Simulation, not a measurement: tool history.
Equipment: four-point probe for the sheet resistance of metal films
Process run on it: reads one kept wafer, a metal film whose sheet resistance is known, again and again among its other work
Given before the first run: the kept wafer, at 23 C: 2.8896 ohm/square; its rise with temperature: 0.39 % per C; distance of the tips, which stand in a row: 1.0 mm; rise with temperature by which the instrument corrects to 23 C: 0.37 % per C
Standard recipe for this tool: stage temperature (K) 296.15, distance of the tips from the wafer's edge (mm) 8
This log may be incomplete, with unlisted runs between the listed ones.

run	day	stage temperature (K)	distance of the tips from the wafer's edge (mm)	sheet resistance as the instrument gives it (ohm/square)
1	0.000	296.15	8	2.921166
2	0.312	296.15	8	2.920149
3	0.638	296.15	7	2.928368
4	1.183	296.15	8	2.920951
5	1.638	296.15	8	2.921134
6	2.121	296.15	8	2.920461
7	2.721	296.15	8	2.919523
8	3.204	296.15	8	2.919743
9	3.504	292.15	8	2.917517
10	3.879	299.15	8	2.921270
# day 3.958: stage's thermometer calibrated
11	4.462	299.15	8	2.923909
12	5.017	299.15	8	2.924069
13	5.488	303.15	8	2.926017
14	5.808	303.15	8	2.925508
15	6.271	296.15	37	2.898564
16	6.762	308.15	37	2.905775
17	7.300	304.15	43	2.902084
18	7.662	303.15	43	2.902467
# day 8.000: stage's thermometer calibrated, once more
19	8.262	303.15	43	2.895644
20	8.871	304.15	31	2.897606
21	9.404	294.15	12	2.901632
22	9.746	294.15	12	2.901287
23	10.079	294.15	12	2.899851
24	10.733	294.15	12	2.901503
25	11.362	294.15	12	2.901392
26	11.838	292.15	68	2.888136
27	12.300	292.15	68	2.889427
28	12.858	292.15	68	2.888994
29	13.446	292.15	29	2.891952

Below are 4 alternative next runs, each starting from the tool's condition after run 29. Predict each:
A	13.800	296.15	41	?
B	13.800	294.15	70	?
C	13.800	307.15	18	?
D	13.800	301.15	17	?

run	sheet resistance as the instrument gives it (ohm/square)
A	2.891445
B	2.889176
C	2.902227
D	2.899015
With the hidden condition removed and each run's random variation left untouched, the same runs would have given:
run	sheet resistance as the instrument gives it (ohm/square)
A	2.889721
B	2.887449
C	2.900521
D	2.897298

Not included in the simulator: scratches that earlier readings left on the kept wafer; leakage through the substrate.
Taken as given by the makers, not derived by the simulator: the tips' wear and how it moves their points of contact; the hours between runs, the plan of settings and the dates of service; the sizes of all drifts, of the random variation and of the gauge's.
